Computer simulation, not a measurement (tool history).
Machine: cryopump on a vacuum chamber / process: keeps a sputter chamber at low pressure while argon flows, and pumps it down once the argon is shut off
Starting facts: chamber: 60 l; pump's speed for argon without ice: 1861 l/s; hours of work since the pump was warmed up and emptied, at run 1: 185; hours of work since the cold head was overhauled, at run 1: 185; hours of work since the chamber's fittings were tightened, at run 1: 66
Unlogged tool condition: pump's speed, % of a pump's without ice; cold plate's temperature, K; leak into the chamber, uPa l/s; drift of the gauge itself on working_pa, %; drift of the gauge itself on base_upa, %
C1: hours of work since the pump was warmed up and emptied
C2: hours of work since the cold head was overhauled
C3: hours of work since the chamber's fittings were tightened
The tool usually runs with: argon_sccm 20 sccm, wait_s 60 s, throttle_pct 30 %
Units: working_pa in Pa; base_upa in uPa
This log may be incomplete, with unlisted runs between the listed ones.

Run 1, day 0.000: usual settings; C1 185; C2 185; C3 66. Result: working_pa 0.0622 Pa, base_upa 1.57 uPa.
Run 2, day 0.325: usual settings; C1 191; C2 191; C3 72. Result: working_pa 0.0636 Pa, base_upa 1.51 uPa.
Run 3, day 1.000: usual settings; C1 203; C2 203; C3 84. Result: working_pa 0.0629 Pa, base_upa 1.56 uPa.
Run 4, day 1.567: usual settings but wait_s 51 s; C1 214; C2 214; C3 95. Result: working_pa 0.0628 Pa, base_upa 1.77 uPa.
Run 5, day 2.179: usual settings but wait_s 51 s; C1 225; C2 225; C3 106. Result: working_pa 0.0625 Pa, base_upa 1.78 uPa.
Run 6, day 2.725: usual settings but wait_s 51 s, throttle_pct 35 %; C1 235; C2 235; C3 116. Result: working_pa 0.0548 Pa, base_upa 1.75 uPa.
Run 7, day 3.067: usual settings but wait_s 51 s, throttle_pct 35 %; C1 241; C2 241; C3 122. Result: working_pa 0.0554 Pa, base_upa 1.83 uPa.
Run 8, day 3.688: usual settings but argon_sccm 11 sccm; C1 253; C2 253; C3 133. Result: working_pa 0.0346 Pa, base_upa 1.58 uPa.
Run 9, day 4.288: usual settings but argon_sccm 11 sccm; C1 264; C2 264; C3 144. Result: working_pa 0.0347 Pa, base_upa 1.57 uPa.
Run 10, day 4.750: usual settings but argon_sccm 11 sccm; C1 272; C2 272; C3 153. Result: working_pa 0.0345 Pa, base_upa 1.61 uPa.
Run 11, day 5.112: usual settings but argon_sccm 11 sccm; C1 279; C2 279; C3 160. Result: working_pa 0.0356 Pa, base_upa 1.62 uPa.
Run 12, day 5.679: usual settings but argon_sccm 11 sccm; C1 289; C2 289; C3 170. Result: working_pa 0.0347 Pa, base_upa 1.65 uPa.
Run 13, day 6.075: usual settings but wait_s 99 s; C1 296; C2 296; C3 177. Result: working_pa 0.0644 Pa, base_upa 1.13 uPa.
Run 14, day 6.396: usual settings but wait_s 99 s, throttle_pct 47 %; C1 302; C2 302; C3 183. Result: working_pa 0.0422 Pa, base_upa 1.08 uPa.
Run 15, day 6.854: usual settings but argon_sccm 27 sccm; C1 311; C2 311; C3 192. Result: working_pa 0.0858 Pa, base_upa 1.64 uPa.
Run 16, day 7.533: usual settings; C1 323; C2 323; C3 204. Result: working_pa 0.0637 Pa, base_upa 1.63 uPa.
Run 17, day 8.146: usual settings but argon_sccm 22 sccm; C1 335; C2 335; C3 215. Result: working_pa 0.0714 Pa, base_upa 1.67 uPa.
At day 8.817: pump warmed up, emptied and cooled again.
Run 18, day 8.938: usual settings but wait_s 158 s, throttle_pct 20 %; C1 2; C2 345; C3 226. Result: working_pa 0.0897 Pa, base_upa 0.87 uPa.
Run 19, day 9.421: usual settings but argon_sccm 19 sccm; C1 11; C2 354; C3 235. Result: working_pa 0.0572 Pa, base_upa 1.58 uPa.
Run 20, day 9.829: usual settings but argon_sccm 35 sccm, wait_s 277 s; C1 19; C2 362; C3 243. Result: working_pa 0.1053 Pa, base_upa 0.66 uPa.
Run 21, day 10.442: usual settings but argon_sccm 9 sccm, wait_s 233 s, throttle_pct 42 %; C1 30; C2 373; C3 254. Result: working_pa 0.0196 Pa, base_upa 0.72 uPa.
Run 22, day 11.079: usual settings but argon_sccm 24 sccm, wait_s 169 s, throttle_pct 25 %; C1 42; C2 385; C3 265. Result: working_pa 0.0882 Pa, base_upa 0.82 uPa.
Run 23, day 11.433: usual settings but argon_sccm 11 sccm, wait_s 169 s, throttle_pct 21 %; C1 48; C2 391; C3 272. Result: working_pa 0.0479 Pa, base_upa 0.87 uPa.
Run 24, day 11.888: usual settings but argon_sccm 11 sccm, wait_s 169 s, throttle_pct 53 %; C1 56; C2 399; C3 280. Result: working_pa 0.0191 Pa, base_upa 0.79 uPa.
Run 25, day 12.546: usual settings but argon_sccm 28 sccm, wait_s 172 s, throttle_pct 53 %; C1 68; C2 412; C3 292. Result: working_pa 0.0493 Pa, base_upa 0.89 uPa.
Run 26, day 13.042: usual settings but argon_sccm 22 sccm, wait_s 286 s, throttle_pct 56 %; C1 78; C2 421; C3 302. Result: working_pa 0.0369 Pa, base_upa 0.71 uPa.
Run 27, day 13.671: usual settings but argon_sccm 22 sccm, wait_s 286 s, throttle_pct 56 %; C1 89; C2 432; C3 313. Result: working_pa 0.0363 Pa, base_upa 0.73 uPa.
Run 28, day 14.121: usual settings but argon_sccm 22 sccm, wait_s 286 s, throttle_pct 56 %; C1 97; C2 441; C3 321. Result: working_pa 0.0367 Pa, base_upa 0.74 uPa.
Run 29, day 14.688: usual settings but argon_sccm 22 sccm, wait_s 81 s, throttle_pct 43 %; C1 108; C2 451; C3 332. Result: working_pa 0.0478 Pa, base_upa 1.41 uPa.
Run 30, day 14.996: usual settings but argon_sccm 10 sccm, wait_s 121 s, throttle_pct 35 %; C1 114; C2 457; C3 337. Result: working_pa 0.0269 Pa, base_upa 1.13 uPa.
Run 31, day 15.383: usual settings but throttle_pct 25 %; C1 121; C2 464; C3 345. Result: working_pa 0.0739 Pa, base_upa 1.67 uPa.
Run 32, day 15.950: usual settings but throttle_pct 25 %; C1 131; C2 474; C3 355. Result: working_pa 0.0742 Pa, base_upa 1.67 uPa.
Run 33, day 16.512: usual settings but argon_sccm 26 sccm, wait_s 22 s, throttle_pct 39 %; C1 141; C2 484; C3 365. Result: working_pa 0.0624 Pa, base_upa 3.73 uPa.

Consider 3 possible next runs. They are alternatives, not a sequence: every one starts from the tool as it was left by run 33. What does each give?
Run A, day 17.171: usual settings but argon_sccm 10 sccm, wait_s 285 s, throttle_pct 41 %; C1 153; C2 497; C3 377. Result: working_pa ?, base_upa ?.
Run B, day 17.171: usual settings but argon_sccm 24 sccm, wait_s 85 s, throttle_pct 35 %; C1 153; C2 497; C3 377. Result: working_pa ?, base_upa ?.
Run C, day 17.171: usual settings but argon_sccm 26 sccm, wait_s 250 s, throttle_pct 39 %; C1 153; C2 497; C3 377. Result: working_pa ?, base_upa ?.

run  working_pa  base_upa
  A      0.0232      0.76
  B      0.0632      1.32
  C      0.0632      0.82
Without the tool's unlogged condition, the same runs would have read:
run  working_pa  base_upa
  A      0.0223      0.40
  B      0.0612      0.97
  C      0.0610      0.46

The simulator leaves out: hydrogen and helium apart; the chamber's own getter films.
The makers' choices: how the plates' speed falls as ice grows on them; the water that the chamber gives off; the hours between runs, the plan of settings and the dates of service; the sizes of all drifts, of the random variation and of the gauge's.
